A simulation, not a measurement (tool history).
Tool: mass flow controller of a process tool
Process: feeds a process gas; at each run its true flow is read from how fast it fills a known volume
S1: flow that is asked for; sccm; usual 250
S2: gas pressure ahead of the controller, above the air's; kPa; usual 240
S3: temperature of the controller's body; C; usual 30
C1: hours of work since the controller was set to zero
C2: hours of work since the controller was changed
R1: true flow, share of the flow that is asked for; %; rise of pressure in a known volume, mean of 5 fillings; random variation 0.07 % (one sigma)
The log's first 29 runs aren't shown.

run	hour	S1	S2	S3	C1	C2	R1
30	7093.2	250	234	30	948	9857	98.13
31	7318.7	250	188	30	1103	10013	98.56
32	7581.0	250	188	30	1285	10194	98.69
33	7837.4	100	240	29	1462	10371	97.59
34	8092.4	403	210	26	1638	10547	99.25
35	8318.6	147	240	37	1794	10703	97.36
36	8544.0	68	240	28	1949	10858	97.31
37	8722.0	115	227	30	2072	10981	97.56
38	9055.8	115	227	30	2303	11212	97.66
39	9246.5	115	227	30	2434	11343	97.35
40	9510.3	115	227	38	2616	11525	97.09

5 ways to go on from here, each from the tool as it stands after run 40. What would each give?
A	9666.4	171	240	30	2724	11633	?
B	9666.4	220	175	38	2724	11633	?
C	9666.4	167	156	26	2724	11633	?
D	9666.4	115	150	38	2724	11633	?
E	9666.4	72	191	30	2724	11633	?

run	R1
A	97.74
B	98.20
C	98.42
D	97.69
E	97.64
Without the tool's hidden state the same runs would have given:
run	R1
A	97.75
B	98.21
C	98.42
D	97.70
E	97.65

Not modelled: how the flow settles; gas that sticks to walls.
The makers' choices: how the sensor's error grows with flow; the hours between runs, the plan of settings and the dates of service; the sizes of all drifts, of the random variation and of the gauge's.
